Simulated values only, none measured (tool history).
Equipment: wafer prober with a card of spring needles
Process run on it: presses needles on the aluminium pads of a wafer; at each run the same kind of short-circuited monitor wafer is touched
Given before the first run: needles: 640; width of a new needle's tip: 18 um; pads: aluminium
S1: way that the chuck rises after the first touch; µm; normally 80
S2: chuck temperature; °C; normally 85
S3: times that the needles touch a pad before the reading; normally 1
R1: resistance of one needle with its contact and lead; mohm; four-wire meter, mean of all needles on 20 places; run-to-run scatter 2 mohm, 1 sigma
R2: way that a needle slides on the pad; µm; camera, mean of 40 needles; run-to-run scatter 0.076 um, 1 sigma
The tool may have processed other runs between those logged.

run 1 day=0 | S1=80 S2=85 S3=1 | R1=214 R2=12.01
run 2 day=0.362 | S1=80 S2=85 S3=1 | R1=212 R2=11.99
run 3 day=0.729 | S1=80 S2=49 S3=1 | R1=204 R2=11.95
run 4 day=1.083 | S1=80 S2=49 S3=1 | R1=202 R2=12.04
run 5 day=1.358 | S1=80 S2=85 S3=1 | R1=212 R2=11.97
run 6 day=1.592 | S1=80 S2=60 S3=1 | R1=203 R2=11.97
run 7 day=2.004 | S1=80 S2=60 S3=1 | R1=210 R2=12.03
run 8 day=2.204 | S1=80 S2=60 S3=1 | R1=206 R2=12.02
run 9 day=2.596 | S1=80 S2=60 S3=1 | R1=206 R2=11.91
run 10 day=3.012 | S1=80 S2=60 S3=1 | R1=203 R2=12.03
run 11 day=3.308 | S1=80 S2=102 S3=1 | R1=216 R2=11.9
run 12 day=3.538 | S1=80 S2=102 S3=1 | R1=217 R2=12.06
run 13 day=3.821 | S1=80 S2=85 S3=1 | R1=214 R2=12.11
run 14 day=4.075 | S1=88 S2=85 S3=1 | R1=215 R2=13.12
run 15 day=4.292 | S1=88 S2=85 S3=1 | R1=210 R2=13.23
run 16 day=4.721 | S1=80 S2=35 S3=3 | R1=204 R2=12
run 17 day=4.988 | S1=63 S2=105 S3=1 | R1=220 R2=9.58
run 18 day=5.192 | S1=73 S2=83 S3=1 | R1=210 R2=10.96
run 19 day=5.425 | S1=73 S2=83 S3=1 | R1=214 R2=10.91
run 20 day=5.746 | S1=73 S2=83 S3=1 | R1=214 R2=10.97
run 21 day=6.117 | S1=73 S2=44 S3=1 | R1=203 R2=10.91
run 22 day=6.367 | S1=89 S2=60 S3=2 | R1=202 R2=13.36
run 23 day=6.65 | S1=80 S2=94 S3=1 | R1=214 R2=11.94
run 24 day=6.917 | S1=87 S2=54 S3=2 | R1=209 R2=12.89
run 25 day=7.221 | S1=80 S2=85 S3=2 | R1=212 R2=12.11
run 26 day=7.45 | S1=80 S2=85 S3=2 | R1=215 R2=12.12
run 27 day=7.633 | S1=72 S2=45 S3=2 | R1=207 R2=10.93
run 28 day=7.896 | S1=63 S2=45 S3=2 | R1=207 R2=9.54
run 29 day=8.146 | S1=63 S2=45 S3=2 | R1=207 R2=9.49
run 30 day=8.371 | S1=66 S2=73 S3=2 | R1=207 R2=9.84

Between the runs listed above, the log contained 61 entries, not reproduced here. Where in the sequence does each belong, and how does what the log doesn't record of the tool's condition differ from the listed run before to the listed run after?
After run 1, before run 2: tips cleaned on abrasive film (day 0.138); tips cleaned on abrasive film (day 0.279)
  debris on the tips, nm: 0.2 -> 2.2
After run 2, before run 3: tips cleaned on abrasive film (day 0.408); tips cleaned on abrasive film (day 0.55); tips cleaned on abrasive film (day 0.688)
  debris on the tips, nm: 2.2 -> 1.3; way that the needles fall short of the set height, um: 0.09 -> 0.1
After run 3, before run 4: tips cleaned on abrasive film (day 0.817); tips cleaned on abrasive film (day 0.962)
  debris on the tips, nm: 1.3 -> 2.6; tips' diameter, um: 18.03 -> 18.04
After run 4, before run 5: tips cleaned on abrasive film (day 1.117); tips cleaned on abrasive film (day 1.246)
  debris on the tips, nm: 2.6 -> 2.4; way that the needles fall short of the set height, um: 0.1 -> 0.11
After run 5, before run 6: tips cleaned on abrasive film (day 1.388); height of the first contact set anew (day 1.4); tips cleaned on abrasive film (day 1.538)
  debris on the tips, nm: 2.4 -> 1.5; way that the needles fall short of the set height, um: 0.11 -> 0
After run 6, before run 7: tips cleaned on abrasive film (day 1.683); tips cleaned on abrasive film (day 1.825); tips cleaned on abrasive film (day 1.975)
  debris on the tips, nm: 1.5 -> 1; way that the needles fall short of the set height, um: 0 -> 0.01
After run 7, before run 8: tips cleaned on abrasive film (day 2.117)
  debris on the tips, nm: 1 -> 2.1
After run 8, before run 9: tips cleaned on abrasive film (day 2.258); tips cleaned on abrasive film (day 2.408); tips cleaned on abrasive film (day 2.546)
  debris on the tips, nm: 2.1 -> 1.5; way that the needles fall short of the set height, um: 0.01 -> 0.02; tips' diameter, um: 18.04 -> 18.05
After run 9, before run 10: tips cleaned on abrasive film (day 2.683); tips cleaned on abrasive film (day 2.829); tips cleaned on abrasive film (day 2.954)
  debris on the tips, nm: 1.5 -> 1.6; way that the needles fall short of the set height, um: 0.02 -> 0.03
After run 10, before run 11: tips cleaned on abrasive film (day 3.108); tips cleaned on abrasive film (day 3.246)
  debris on the tips, nm: 1.6 -> 1.5
After run 11, before run 12: tips cleaned on abrasive film (day 3.375); tips cleaned on abrasive film (day 3.508)
  debris on the tips, nm: 1.5 -> 0.8; way that the needles fall short of the set height, um: 0.03 -> 0.04
After run 12, before run 13: tips cleaned on abrasive film (day 3.642); tips cleaned on abrasive film (day 3.775)
  debris on the tips, nm: 0.8 -> 1.3
After run 13, before run 14: tips cleaned on abrasive film (day 3.921); tips cleaned on abrasive film (day 4.075)
  debris on the tips, nm: 1.3 -> 0.4; way that the needles fall short of the set height, um: 0.04 -> 0.05
After run 14, before run 15: tips cleaned on abrasive film (day 4.204)
  debris on the tips, nm: 0.4 -> 2.2; tips' diameter, um: 18.05 -> 18.06
After run 15, before run 16: tips cleaned on abrasive film (day 4.35); tips cleaned on abrasive film (day 4.496); tips cleaned on abrasive film (day 4.629)
  debris on the tips, nm: 2.2 -> 2; way that the needles fall short of the set height, um: 0.05 -> 0.06
After run 16, before run 17: tips cleaned on abrasive film (day 4.779); tips cleaned on abrasive film (day 4.929)
  debris on the tips, nm: 2 -> 1.4
After run 17, before run 18: tips cleaned on abrasive film (day 5.083)
  debris on the tips, nm: 1.4 -> 2.5; way that the needles fall short of the set height, um: 0.06 -> 0.07
After run 18, before run 19: tips cleaned on abrasive film (day 5.225); tips cleaned on abrasive film (day 5.367)
  debris on the tips, nm: 2.5 -> 1.4
After run 19, before run 20: tips cleaned on abrasive film (day 5.525); tips cleaned on abrasive film (day 5.658)
  debris on the tips, nm: 1.4 -> 2; way that the needles fall short of the set height, um: 0.07 -> 0.08; tips' diameter, um: 18.06 -> 18.07
After run 20, before run 21: tips cleaned on abrasive film (day 5.796); tips cleaned on abrasive film (day 5.933); tips cleaned on abrasive film (day 6.079)
  debris on the tips, nm: 2 -> 1.2; way that the needles fall short of the set height, um: 0.08 -> 0.09
After run 21, before run 22: tips cleaned on abrasive film (day 6.212); tips cleaned on abrasive film (day 6.338)
  debris on the tips, nm: 1.2 -> 1
After run 22, before run 23: tips cleaned on abrasive film (day 6.475); tips cleaned on abrasive film (day 6.621)
  way that the needles fall short of the set height, um: 0.09 -> 0.1
After run 23, before run 24: tips cleaned on abrasive film (day 6.771); tips cleaned on abrasive film (day 6.917)
  debris on the tips, nm: 1 -> 0.2
After run 24, before run 25: tips cleaned on abrasive film (day 7.062); tips cleaned on abrasive film (day 7.196)
  debris on the tips, nm: 0.2 -> 0.9; way that the needles fall short of the set height, um: 0.1 -> 0.11; tips' diameter, um: 18.07 -> 18.08
After run 25, before run 26: tips cleaned on abrasive film (day 7.329)
  debris on the tips, nm: 0.9 -> 2.7
After run 26, before run 27: tips cleaned on abrasive film (day 7.475); tips cleaned on abrasive film (day 7.621)
  debris on the tips, nm: 2.7 -> 0.5; way that the needles fall short of the set height, um: 0.11 -> 0.12
After run 27, before run 28: tips cleaned on abrasive film (day 7.746); tips cleaned on abrasive film (day 7.896)
  debris on the tips, nm: 0.5 -> 0.3
After run 28, before run 29: height of the first contact set anew (day 7.954); tips cleaned on abrasive film (day 8.042)
  debris on the tips, nm: 0.3 -> 2.2; way that the needles fall short of the set height, um: 0.12 -> 0
After run 29, before run 30: tips cleaned on abrasive film (day 8.179); tips cleaned on abrasive film (day 8.329)
  debris on the tips, nm: 2.2 -> 1.3; way that the needles fall short of the set height, um: 0 -> 0.01
